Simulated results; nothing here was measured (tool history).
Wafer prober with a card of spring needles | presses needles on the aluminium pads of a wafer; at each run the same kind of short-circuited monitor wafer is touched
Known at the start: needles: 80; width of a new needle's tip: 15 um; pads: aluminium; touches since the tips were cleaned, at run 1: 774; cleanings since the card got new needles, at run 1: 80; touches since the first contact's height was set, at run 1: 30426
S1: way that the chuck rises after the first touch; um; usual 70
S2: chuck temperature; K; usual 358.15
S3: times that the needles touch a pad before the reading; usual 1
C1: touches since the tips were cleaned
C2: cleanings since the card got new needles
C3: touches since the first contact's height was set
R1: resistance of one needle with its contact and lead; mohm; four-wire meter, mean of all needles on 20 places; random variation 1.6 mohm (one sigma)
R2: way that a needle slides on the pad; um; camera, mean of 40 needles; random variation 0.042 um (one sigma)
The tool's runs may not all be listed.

run,day,S1,S2,S3,C1,C2,C3,R1,R2
1,0,70,358.15,1,774,80,30426,180,12.81
# day 0.408: tips cleaned on abrasive film
# day 0.817: tips cleaned on abrasive film
# day 1.221: tips cleaned on abrasive film
2,1.358,70,358.15,1,1534,83,45646,204,12.85
# day 1.667: tips cleaned on abrasive film
# day 2.175: tips cleaned on abrasive film
# day 2.683: tips cleaned on abrasive film
# day 3.088: tips cleaned on abrasive film
# day 3.596: tips cleaned on abrasive film
3,3.675,70,358.15,1,871,88,71608,188,12.71
# day 4.083: tips cleaned on abrasive film
# day 4.492: tips cleaned on abrasive film
# day 5: tips cleaned on abrasive film
4,5.383,70,358.15,1,4354,91,90787,230,12.68
# day 5.488: tips cleaned on abrasive film
# day 5.896: tips cleaned on abrasive film
# day 6.404: tips cleaned on abrasive film
# day 6.812: tips cleaned on abrasive film
# day 7.221: tips cleaned on abrasive film
# day 7.729: tips cleaned on abrasive film
5,8.083,70,358.15,1,4017,97,121034,230,12.6
# day 8.188: tips cleaned on abrasive film
# day 8.3: height of the first contact set anew
# day 8.608: tips cleaned on abrasive film
# day 9.117: tips cleaned on abrasive film
# day 9.625: tips cleaned on abrasive film
# day 10.033: tips cleaned on abrasive film
# day 10.542: tips cleaned on abrasive film
6,10.588,70,358.15,1,539,103,25629,180,12.79
# day 10.996: tips cleaned on abrasive film
# day 11.404: tips cleaned on abrasive film
# day 11.808: tips cleaned on abrasive film
# day 12.217: tips cleaned on abrasive film
# day 12.625: tips cleaned on abrasive film
# day 13.033: tips cleaned on abrasive film
# day 13.542: tips cleaned on abrasive film
7,13.804,70,358.15,1,2956,110,61657,222,12.74
# day 14.008: tips cleaned on abrasive film
# day 14.517: tips cleaned on abrasive film
# day 15.025: tips cleaned on abrasive film
# day 15.533: tips cleaned on abrasive film
# day 15.942: tips cleaned on abrasive film
8,15.975,70,358.15,1,385,115,85991,179,12.65
# day 16.383: tips cleaned on abrasive film
# day 16.892: tips cleaned on abrasive film
# day 17.4: tips cleaned on abrasive film
9,17.804,70,358.15,1,4559,118,106518,235,12.56
# day 17.908: tips cleaned on abrasive film
# day 18.417: tips cleaned on abrasive film
# day 18.825: tips cleaned on abrasive film
# day 19.229: tips cleaned on abrasive film
# day 19.346: height of the first contact set anew
# day 19.65: tips cleaned on abrasive film
# day 20.158: tips cleaned on abrasive film
# day 20.567: tips cleaned on abrasive film
# day 20.988: tips cleaned on abrasive film
10,20.988,56,308.15,2,0,126,18388,161,10.23
# day 21.396: tips cleaned on abrasive film
# day 21.904: tips cleaned on abrasive film
# day 22.308: tips cleaned on abrasive film
11,22.662,56,308.15,2,3985,129,37198,225,10.21
# day 22.767: tips cleaned on abrasive film
# day 23.275: tips cleaned on abrasive film
# day 23.683: tips cleaned on abrasive film
# day 24.192: tips cleaned on abrasive film
12,24.533,55,306.15,2,3848,133,58152,230,10
# day 24.638: tips cleaned on abrasive film
# day 25.046: tips cleaned on abrasive film
# day 25.45: tips cleaned on abrasive film
# day 25.858: tips cleaned on abrasive film
# day 26.267: tips cleaned on abrasive film
# day 26.775: tips cleaned on abrasive film
# day 27.275: tips cleaned on abrasive film
13,27.275,55,306.15,2,0,140,88854,163,9.9
# day 27.783: tips cleaned on abrasive film
# day 28.192: tips cleaned on abrasive film
# day 28.7: tips cleaned on abrasive film
14,28.933,55,306.15,2,2658,143,107477,221,9.85
# day 29.142: tips cleaned on abrasive film
# day 29.55: tips cleaned on abrasive film
# day 30.058: tips cleaned on abrasive film
# day 30.371: height of the first contact set anew
# day 30.475: tips cleaned on abrasive film
# day 30.983: tips cleaned on abrasive film
# day 31.492: tips cleaned on abrasive film
# day 31.942: tips cleaned on abrasive film
15,31.942,70,358.15,1,0,150,17576,165,12.77
# day 32.35: tips cleaned on abrasive film
# day 32.858: tips cleaned on abrasive film
# day 33.267: tips cleaned on abrasive film
16,33.554,70,354.15,1,3254,153,35657,231,12.83
# day 33.758: tips cleaned on abrasive film
# day 34.267: tips cleaned on abrasive film
# day 34.675: tips cleaned on abrasive film
# day 35.083: tips cleaned on abrasive film
# day 35.492: tips cleaned on abrasive film
# day 36: tips cleaned on abrasive film
# day 36.408: tips cleaned on abrasive film
17,36.717,70,354.15,1,3512,160,71101,236,12.7

Hidden state at the last listed run before each entry between runs and at the first one after, where it differs:
Between runs 1 and 2: tips cleaned on abrasive film (day 0.408); tips cleaned on abrasive film (day 0.817); tips cleaned on abrasive film (day 1.221)
  debris on the tips, nm: 42.6 -> 71.6; way that the needles fall short of the set height, um: 0.49 -> 0.75; tips' diameter, um: 17.11 -> 17.2
  measured less the result without the state, R1: +30 -> +49 mohm; R2: -0.09 -> -0.13 um
Between runs 2 and 3: tips cleaned on abrasive film (day 1.667); tips cleaned on abrasive film (day 2.175); tips cleaned on abrasive film (day 2.683); tips cleaned on abrasive film (day 3.088); tips cleaned on abrasive film (day 3.596)
  debris on the tips, nm: 71.6 -> 44.9; way that the needles fall short of the set height, um: 0.75 -> 1.14; tips' diameter, um: 17.2 -> 17.34
  measured less the result without the state, R1: +49 -> +33 mohm; R2: -0.13 -> -0.21 um
Between runs 3 and 4: tips cleaned on abrasive film (day 4.083); tips cleaned on abrasive film (day 4.492); tips cleaned on abrasive film (day 5)
  debris on the tips, nm: 44.9 -> 106.8; way that the needles fall short of the set height, um: 1.14 -> 1.35; tips' diameter, um: 17.34 -> 17.41
  measured less the result without the state, R1: +33 -> +74 mohm; R2: -0.21 -> -0.25 um
Between runs 4 and 5: tips cleaned on abrasive film (day 5.488); tips cleaned on abrasive film (day 5.896); tips cleaned on abrasive film (day 6.404); tips cleaned on abrasive film (day 6.812); tips cleaned on abrasive film (day 7.221); tips cleaned on abrasive film (day 7.729)
  debris on the tips, nm: 106.8 -> 107.9; way that the needles fall short of the set height, um: 1.35 -> 1.86; tips' diameter, um: 17.41 -> 17.59
  measured less the result without the state, R1: +74 -> +77 mohm; R2: -0.25 -> -0.34 um
Between runs 5 and 6: tips cleaned on abrasive film (day 8.188); height of the first contact set anew (day 8.3); tips cleaned on abrasive film (day 8.608); tips cleaned on abrasive film (day 9.117); tips cleaned on abrasive film (day 9.625); tips cleaned on abrasive film (day 10.033); tips cleaned on abrasive film (day 10.542)
  debris on the tips, nm: 107.9 -> 35.5; way that the needles fall short of the set height, um: 1.86 -> 0.39; tips' diameter, um: 17.59 -> 17.76
  measured less the result without the state, R1: +77 -> +27 mohm; R2: -0.34 -> -0.07 um
Between runs 6 and 7: tips cleaned on abrasive film (day 10.996); tips cleaned on abrasive film (day 11.404); tips cleaned on abrasive film (day 11.808); tips cleaned on abrasive film (day 12.217); tips cleaned on abrasive film (day 12.625); tips cleaned on abrasive film (day 13.033); tips cleaned on abrasive film (day 13.542)
  debris on the tips, nm: 35.5 -> 92.8; way that the needles fall short of the set height, um: 0.39 -> 0.93; tips' diameter, um: 17.76 -> 17.94
  measured less the result without the state, R1: +27 -> +68 mohm; R2: -0.07 -> -0.17 um
Between runs 7 and 8: tips cleaned on abrasive film (day 14.008); tips cleaned on abrasive film (day 14.517); tips cleaned on abrasive film (day 15.025); tips cleaned on abrasive film (day 15.533); tips cleaned on abrasive film (day 15.942)
  debris on the tips, nm: 92.8 -> 28.7; way that the needles fall short of the set height, um: 0.93 -> 1.31; tips' diameter, um: 17.94 -> 18.08
  measured less the result without the state, R1: +68 -> +25 mohm; R2: -0.17 -> -0.24 um
Between runs 8 and 9: tips cleaned on abrasive film (day 16.383); tips cleaned on abrasive film (day 16.892); tips cleaned on abrasive film (day 17.4)
  debris on the tips, nm: 28.7 -> 110.6; way that the needles fall short of the set height, um: 1.31 -> 1.54; tips' diameter, um: 18.08 -> 18.16
  measured less the result without the state, R1: +25 -> +83 mohm; R2: -0.24 -> -0.29 um
Between runs 9 and 10: tips cleaned on abrasive film (day 17.908); tips cleaned on abrasive film (day 18.417); tips cleaned on abrasive film (day 18.825); tips cleaned on abrasive film (day 19.229); height of the first contact set anew (day 19.346); tips cleaned on abrasive film (day 19.65); tips cleaned on abrasive film (day 20.158); tips cleaned on abrasive film (day 20.567); tips cleaned on abrasive film (day 20.988)
  debris on the tips, nm: 110.6 -> 8.7; way that the needles fall short of the set height, um: 1.54 -> 0.31; tips' diameter, um: 18.16 -> 18.37
  measured less the result without the state, R1: +83 -> +11 mohm; R2: -0.29 -> -0.06 um
Between runs 10 and 11: tips cleaned on abrasive film (day 21.396); tips cleaned on abrasive film (day 21.904); tips cleaned on abrasive film (day 22.308)
  debris on the tips, nm: 8.7 -> 102.3; way that the needles fall short of the set height, um: 0.31 -> 0.56; tips' diameter, um: 18.37 -> 18.45
  measured less the result without the state, R1: +11 -> +77 mohm; R2: -0.06 -> -0.1 um
Between runs 11 and 12: tips cleaned on abrasive film (day 22.767); tips cleaned on abrasive film (day 23.275); tips cleaned on abrasive film (day 23.683); tips cleaned on abrasive film (day 24.192)
  debris on the tips, nm: 102.3 -> 102.1; way that the needles fall short of the set height, um: 0.56 -> 0.86; tips' diameter, um: 18.45 -> 18.56
  measured less the result without the state, R1: +77 -> +81 mohm; R2: -0.1 -> -0.16 um
Between runs 12 and 13: tips cleaned on abrasive film (day 24.638); tips cleaned on abrasive film (day 25.046); tips cleaned on abrasive film (day 25.45); tips cleaned on abrasive film (day 25.858); tips cleaned on abrasive film (day 26.267); tips cleaned on abrasive film (day 26.775); tips cleaned on abrasive film (day 27.275)
  debris on the tips, nm: 102.1 -> 12.6; way that the needles fall short of the set height, um: 0.86 -> 1.41; tips' diameter, um: 18.56 -> 18.75
  measured less the result without the state, R1: +81 -> +15 mohm; R2: -0.16 -> -0.26 um
Between runs 13 and 14: tips cleaned on abrasive film (day 27.783); tips cleaned on abrasive film (day 28.192); tips cleaned on abrasive film (day 28.7)
  debris on the tips, nm: 12.6 -> 85.5; way that the needles fall short of the set height, um: 1.41 -> 1.67; tips' diameter, um: 18.75 -> 18.84
  measured less the result without the state, R1: +15 -> +74 mohm; R2: -0.26 -> -0.31 um
Between runs 14 and 15: tips cleaned on abrasive film (day 29.142); tips cleaned on abrasive film (day 29.55); tips cleaned on abrasive film (day 30.058); height of the first contact set anew (day 30.371); tips cleaned on abrasive film (day 30.475); tips cleaned on abrasive film (day 30.983); tips cleaned on abrasive film (day 31.492); tips cleaned on abrasive film (day 31.942)
  debris on the tips, nm: 85.5 -> 9.6; way that the needles fall short of the set height, um: 1.67 -> 0.27; tips' diameter, um: 18.84 -> 19.01
  measured less the result without the state, R1: +74 -> +12 mohm; R2: -0.31 -> -0.05 um
Between runs 15 and 16: tips cleaned on abrasive film (day 32.35); tips cleaned on abrasive film (day 32.858); tips cleaned on abrasive film (day 33.267)
  debris on the tips, nm: 9.6 -> 94.8; way that the needles fall short of the set height, um: 0.27 -> 0.5; tips' diameter, um: 19.01 -> 19.09
  measured less the result without the state, R1: +12 -> +78 mohm; R2: -0.05 -> -0.09 um
Between runs 16 and 17: tips cleaned on abrasive film (day 33.758); tips cleaned on abrasive film (day 34.267); tips cleaned on abrasive film (day 34.675); tips cleaned on abrasive film (day 35.083); tips cleaned on abrasive film (day 35.492); tips cleaned on abrasive film (day 36); tips cleaned on abrasive film (day 36.408)
  debris on the tips, nm: 94.8 -> 97.8; way that the needles fall short of the set height, um: 0.5 -> 1.05; tips' diameter, um: 19.09 -> 19.28
  measured less the result without the state, R1: +78 -> +82 mohm; R2: -0.09 -> -0.19 um
